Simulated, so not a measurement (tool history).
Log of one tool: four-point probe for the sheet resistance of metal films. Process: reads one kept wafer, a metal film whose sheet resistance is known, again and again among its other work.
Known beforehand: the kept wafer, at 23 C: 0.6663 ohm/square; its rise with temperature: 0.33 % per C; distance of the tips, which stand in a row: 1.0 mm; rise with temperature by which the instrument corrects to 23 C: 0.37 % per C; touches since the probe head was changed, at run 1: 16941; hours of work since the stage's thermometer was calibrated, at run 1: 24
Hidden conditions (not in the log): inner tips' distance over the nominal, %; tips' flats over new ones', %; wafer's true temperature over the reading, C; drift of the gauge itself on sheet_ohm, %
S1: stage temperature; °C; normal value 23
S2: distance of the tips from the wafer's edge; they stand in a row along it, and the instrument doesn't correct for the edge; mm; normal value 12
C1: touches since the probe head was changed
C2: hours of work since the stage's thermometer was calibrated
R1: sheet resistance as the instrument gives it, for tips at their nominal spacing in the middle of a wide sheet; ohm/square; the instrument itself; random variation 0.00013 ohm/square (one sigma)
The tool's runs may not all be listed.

{"run": 1, "day": 0.0, "S1": 23, "S2": 12, "C1": 16941, "C2": 24, "R1": 0.670334}
{"run": 2, "day": 0.771, "S1": 19, "S2": 12, "C1": 17377, "C2": 33, "R1": 0.671397}
{"run": 3, "day": 1.275, "S1": 19, "S2": 12, "C1": 17660, "C2": 39, "R1": 0.671551}
{"run": 4, "day": 1.867, "S1": 23, "S2": 12, "C1": 17994, "C2": 46, "R1": 0.670098}
{"run": 5, "day": 2.825, "S1": 23, "S2": 12, "C1": 18537, "C2": 57, "R1": 0.670284}
{"run": 6, "day": 3.271, "S1": 34, "S2": 12, "C1": 18789, "C2": 62, "R1": 0.667388}
{"run": 7, "day": 4.025, "S1": 34, "S2": 12, "C1": 19213, "C2": 70, "R1": 0.667211}
{"run": 8, "day": 4.646, "S1": 27, "S2": 12, "C1": 19565, "C2": 78, "R1": 0.668982}
{"run": 9, "day": 5.667, "S1": 27, "S2": 12, "C1": 20141, "C2": 89, "R1": 0.669343}
{"run": 10, "day": 6.267, "S1": 27, "S2": 12, "C1": 20480, "C2": 96, "R1": 0.669236}
{"run": 11, "day": 7.279, "S1": 27, "S2": 12, "C1": 21051, "C2": 108, "R1": 0.669426}
{"run": 12, "day": 7.833, "S1": 23, "S2": 12, "C1": 21365, "C2": 114, "R1": 0.670366}
{"run": 13, "day": 8.708, "S1": 23, "S2": 12, "C1": 21858, "C2": 124, "R1": 0.670113}
{"run": 14, "day": 9.188, "S1": 23, "S2": 12, "C1": 22128, "C2": 130, "R1": 0.67042}
{"run": 15, "day": 10.079, "S1": 23, "S2": 12, "C1": 22633, "C2": 140, "R1": 0.670406}
{"run": 16, "day": 11.092, "S1": 23, "S2": 12, "C1": 23205, "C2": 151, "R1": 0.670505}
{"run": 17, "day": 11.746, "S1": 23, "S2": 12, "C1": 23574, "C2": 159, "R1": 0.670271}
{"run": 18, "day": 12.279, "S1": 23, "S2": 3, "C1": 23875, "C2": 165, "R1": 0.70526}
{"run": 19, "day": 13.179, "S1": 23, "S2": 3, "C1": 24384, "C2": 175, "R1": 0.705357}
{"run": 20, "day": 14.162, "S1": 23, "S2": 3, "C1": 24938, "C2": 186, "R1": 0.705513}
{"run": 21, "day": 14.792, "S1": 23, "S2": 12, "C1": 25294, "C2": 194, "R1": 0.670044}
{"run": 22, "day": 15.446, "S1": 23, "S2": 12, "C1": 25664, "C2": 201, "R1": 0.670223}
{"run": 23, "day": 15.958, "S1": 23, "S2": 12, "C1": 25951, "C2": 207, "R1": 0.670618}
{"run": 24, "day": 16.817, "S1": 25, "S2": 4, "C1": 26438, "C2": 217, "R1": 0.689151}
{"run": 25, "day": 17.571, "S1": 22, "S2": 4, "C1": 26863, "C2": 226, "R1": 0.689971}
{"run": 26, "day": 18.633, "S1": 34, "S2": 12, "C1": 27462, "C2": 238, "R1": 0.66766}
{"run": 27, "day": 19.617, "S1": 34, "S2": 12, "C1": 28017, "C2": 249, "R1": 0.667619}
{"run": 28, "day": 20.638, "S1": 34, "S2": 12, "C1": 28594, "C2": 261, "R1": 0.667552}
{"run": 29, "day": 21.125, "S1": 20, "S2": 66, "C1": 28870, "C2": 266, "R1": 0.668946}
{"run": 30, "day": 21.938, "S1": 20, "S2": 66, "C1": 29329, "C2": 276, "R1": 0.669128}
{"run": 31, "day": 22.767, "S1": 20, "S2": 66, "C1": 29797, "C2": 285, "R1": 0.668662}
{"run": 32, "day": 23.767, "S1": 35, "S2": 7, "C1": 30361, "C2": 296, "R1": 0.672003}
{"run": 33, "day": 24.438, "S1": 24, "S2": 6, "C1": 30739, "C2": 304, "R1": 0.677667}
{"run": 34, "day": 24.983, "S1": 21, "S2": 3, "C1": 31049, "C2": 310, "R1": 0.706085}
{"run": 35, "day": 25.433, "S1": 23, "S2": 4, "C1": 31303, "C2": 316, "R1": 0.689914}
{"run": 36, "day": 26.221, "S1": 29, "S2": 3, "C1": 31747, "C2": 325, "R1": 0.70389}
{"run": 37, "day": 27.125, "S1": 19, "S2": 3, "C1": 32259, "C2": 335, "R1": 0.706739}
{"run": 38, "day": 28.221, "S1": 31, "S2": 12, "C1": 32877, "C2": 347, "R1": 0.668407}
{"run": 39, "day": 29.175, "S1": 24, "S2": 17, "C1": 33414, "C2": 358, "R1": 0.669083}
{"run": 40, "day": 30.075, "S1": 23, "S2": 3, "C1": 33922, "C2": 369, "R1": 0.70553}
{"run": 41, "day": 30.7, "S1": 29, "S2": 3, "C1": 34277, "C2": 376, "R1": 0.703821}
{"run": 42, "day": 31.562, "S1": 29, "S2": 3, "C1": 34764, "C2": 386, "R1": 0.704035}
{"run": 43, "day": 32.075, "S1": 29, "S2": 3, "C1": 35052, "C2": 392, "R1": 0.703958}
{"run": 44, "day": 32.904, "S1": 21, "S2": 5, "C1": 35521, "C2": 401, "R1": 0.682822}
{"run": 45, "day": 33.471, "S1": 21, "S2": 5, "C1": 35841, "C2": 408, "R1": 0.682809}

Below are 4 alternative next runs, each starting from the tool's condition after run 45. Predict each:
{"run": "A", "day": 34.417, "S1": 21, "S2": 71, "C1": 36376, "C2": 418, "R1": "?"}
{"run": "B", "day": 34.417, "S1": 25, "S2": 12, "C1": 36376, "C2": 418, "R1": "?"}
{"run": "C", "day": 34.417, "S1": 19, "S2": 5, "C1": 36376, "C2": 418, "R1": "?"}
{"run": "D", "day": 34.417, "S1": 32, "S2": 52, "C1": 36376, "C2": 418, "R1": "?"}

run=A R1=0.668657
run=B R1=0.670113
run=C R1=0.683422
run=D R1=0.665996
The same runs, with their run-to-run variation unchanged, on a tool lacking any hidden condition would have given:
run=A R1=0.666837
run=B R1=0.668287
run=C R1=0.681568
run=D R1=0.664175
